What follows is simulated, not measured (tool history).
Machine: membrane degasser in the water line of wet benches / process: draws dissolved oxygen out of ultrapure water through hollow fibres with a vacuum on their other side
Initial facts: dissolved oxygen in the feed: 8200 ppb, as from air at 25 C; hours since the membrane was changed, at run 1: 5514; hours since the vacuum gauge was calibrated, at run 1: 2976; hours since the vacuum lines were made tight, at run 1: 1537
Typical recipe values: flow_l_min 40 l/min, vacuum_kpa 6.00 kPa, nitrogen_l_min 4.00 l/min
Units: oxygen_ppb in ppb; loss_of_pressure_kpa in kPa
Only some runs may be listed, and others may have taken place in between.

run	hour	flow_l_min	vacuum_kpa	nitrogen_l_min	hours since the membrane was changed	hours since the vacuum gauge was calibrated	hours since the vacuum lines were made tight	oxygen_ppb	loss_of_pressure_kpa
1	0.0	40	6.00	4.00	5514	2976	1537	156.6	56.99
2	250.8	59	6.00	4.00	5765	3227	1788	299.8	83.30
3	531.0	59	6.00	4.00	6045	3507	2068	297.0	83.44
4	733.5	59	6.00	4.00	6248	3710	2270	306.5	84.03
5	891.5	40	6.00	10.93	6406	3868	2428	114.9	56.65
6	1166.0	40	6.00	10.93	6680	4142	2703	117.0	57.15
# hour 1237.7: vacuum gauge calibrated
7	1305.9	40	6.00	10.93	6819	68	2842	119.6	56.74
8	1521.0	40	6.00	10.93	7035	283	3057	117.7	56.64
9	1754.0	40	6.00	10.93	7268	516	3290	120.4	56.81
# hour 1926.0: vacuum gauge calibrated, once more
10	1946.9	40	6.00	10.93	7460	21	3483	116.8	56.81
11	2085.2	40	6.00	10.93	7598	159	3621	118.1	57.19
12	2369.8	40	6.00	10.93	7883	444	3906	119.3	56.74
13	2534.9	40	6.00	4.00	8048	609	4071	158.4	56.73
14	2715.3	41	6.00	4.00	8228	789	4251	165.9	58.45
15	3046.7	41	6.00	4.00	8560	1121	4583	165.8	58.66
16	3338.4	41	6.00	4.00	8851	1412	4874	164.0	58.36
17	3513.6	33	6.00	4.00	9027	1588	5050	115.0	47.29
18	3776.3	25	8.37	4.00	9289	1850	5312	106.9	35.97
19	4004.8	25	6.34	2.97	9518	2079	5541	92.1	35.65
20	4260.4	31	13.40	9.73	9773	2334	5796	131.5	44.49
21	4466.5	44	7.07	7.78	9980	2541	6002	173.3	63.47
22	4737.6	27	7.07	7.09	10251	2812	6273	73.7	38.96
23	4983.8	27	7.07	7.09	10497	3058	6520	72.6	39.00
24	5284.5	40	4.40	4.00	10798	3359	6820	129.3	57.85
25	5565.0	45	6.00	5.09	11078	3639	7101	186.3	64.88
26	5841.7	39	12.63	3.58	11355	3916	7378	333.3	56.68
27	6020.5	39	12.63	3.58	11534	4095	7556	331.6	56.14
# hour 6134.5: vacuum gauge calibrated
28	6338.7	34	7.07	4.00	11851	204	7874	149.7	49.10
29	6650.8	34	7.07	4.00	12163	516	8186	145.1	49.26
30	6975.9	34	7.07	4.00	12488	841	8511	146.2	49.41
31	7294.9	27	9.16	4.00	12807	1160	8830	137.6	39.10

5 ways to go on from here, each from the tool as it stands after run 31. What would each give?
A	7447.2	40	6.00	3.00	12960	1313	8983	?	?
B	7447.2	40	9.31	3.06	12960	1313	8983	?	?
C	7447.2	38	6.56	4.00	12960	1313	8983	?	?
D	7447.2	63	4.27	11.40	12960	1313	8983	?	?
E	7447.2	40	6.00	4.23	12960	1313	8983	?	?

run	oxygen_ppb	loss_of_pressure_kpa
A	186.6	58.03
B	278.2	58.14
C	165.9	54.77
D	266.9	91.62
E	165.0	58.28
Without the tool's unlogged condition, the same runs would have read:
run	oxygen_ppb	loss_of_pressure_kpa
A	164.5	55.28
B	256.1	55.38
C	145.9	52.17
D	226.2	87.27
E	143.4	55.53
